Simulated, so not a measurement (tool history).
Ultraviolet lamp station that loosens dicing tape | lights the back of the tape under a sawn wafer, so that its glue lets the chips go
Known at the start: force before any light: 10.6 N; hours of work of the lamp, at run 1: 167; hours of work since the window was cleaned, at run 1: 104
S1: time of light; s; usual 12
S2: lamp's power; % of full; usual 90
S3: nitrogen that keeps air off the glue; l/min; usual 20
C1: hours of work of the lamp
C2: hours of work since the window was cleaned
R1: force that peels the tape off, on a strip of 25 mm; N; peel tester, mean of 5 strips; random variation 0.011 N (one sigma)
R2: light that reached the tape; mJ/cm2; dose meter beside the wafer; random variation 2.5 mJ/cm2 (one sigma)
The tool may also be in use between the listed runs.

run	hour	S1	S2	S3	C1	C2	R1	R2
1	0	12	90	20	167	104	0.479	292
2	7.6	12	90	20	172	109	0.495	289
3	16.1	6	90	20	177	114	1.976	147
4	24.8	6	90	20	182	120	2.019	147
5	30.1	12	73	20	186	123	0.766	234
6	34.3	12	73	20	188	126	0.744	236
7	43.1	12	73	20	194	131	0.77	237
8	49.7	6	70	20	198	135	2.778	110
9	56.3	6	84	22	202	140	2.045	136
10	65.4	6	84	22	208	145	2.039	134
11	72.2	6	84	22	213	150	1.979	140

Forecast run 12:
12	79.2	10	74	23	217	154	?	?

Run 12 gave R1 0.972 N, R2 197 mJ/cm2.
Without the tool's hidden state the same run would have given R1 0.97 N, R2 198 mJ/cm2.
